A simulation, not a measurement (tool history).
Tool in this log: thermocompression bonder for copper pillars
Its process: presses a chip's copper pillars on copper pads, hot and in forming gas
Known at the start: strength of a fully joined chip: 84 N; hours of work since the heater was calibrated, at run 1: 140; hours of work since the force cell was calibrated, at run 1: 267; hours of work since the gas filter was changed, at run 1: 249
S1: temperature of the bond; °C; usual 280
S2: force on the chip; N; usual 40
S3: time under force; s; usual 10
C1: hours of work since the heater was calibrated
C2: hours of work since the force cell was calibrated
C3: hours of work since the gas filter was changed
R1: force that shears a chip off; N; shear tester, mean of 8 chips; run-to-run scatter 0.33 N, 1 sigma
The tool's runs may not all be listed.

run	hour	S1	S2	S3	C1	C2	C3	R1
1	0.0	280	40	10	140	267	249	41.2
2	12.0	280	40	10	146	274	255	41.0
3	19.7	280	40	10	150	278	260	41.0
4	30.0	280	40	10	156	283	265	40.9
5	39.6	280	40	6	161	288	270	34.2
# hour 51.7: forming gas filter changed
6	51.7	280	57	10	167	295	0	49.3
7	63.8	280	57	10	174	301	7	49.3
8	69.5	280	40	10	177	304	10	42.1
9	78.7	280	40	10	182	309	14	42.1
10	91.4	280	31	10	188	316	21	37.5
11	99.3	280	31	10	193	320	25	37.5
# hour 101.4: force cell calibrated
12	111.3	283	40	10	198	5	31	44.0
13	119.6	283	40	10	203	10	36	43.6
14	129.1	283	40	10	208	15	41	43.5
15	135.3	283	40	10	211	18	44	43.6
16	145.6	283	40	10	217	24	49	43.8
17	151.9	283	40	10	220	27	53	44.6
18	164.1	280	40	10	227	33	59	42.8
19	172.5	280	40	7	231	38	64	37.1
# hour 175.7: force cell calibrated, once more
20	185.1	280	26	10	237	5	70	34.3
21	197.3	280	46	21	243	12	76	56.0
22	205.9	280	46	21	248	16	81	56.3
23	215.9	297	25	27	253	21	86	54.7
24	227.8	297	25	27	260	28	93	54.1
25	236.8	297	25	27	265	33	97	53.9
26	242.6	297	41	16	268	36	100	56.2
27	254.1	282	50	13	274	42	107	51.0
28	263.8	282	50	13	279	47	112	51.5
29	271.3	282	50	13	283	51	116	50.9
30	277.0	297	50	13	286	54	119	56.2
31	286.5	297	50	13	291	59	124	57.2
32	293.9	273	27	23	295	63	128	43.6
33	301.6	260	31	28	299	67	132	43.7
34	314.2	283	41	12	306	74	139	46.7

Run 35 comes next. What will it give?
35	321.1	308	35	10	310	78	142	?

{"run 35": {"R1": 50.5}}
With no hidden state in the tool, this same run would have given R1 49.6 N.
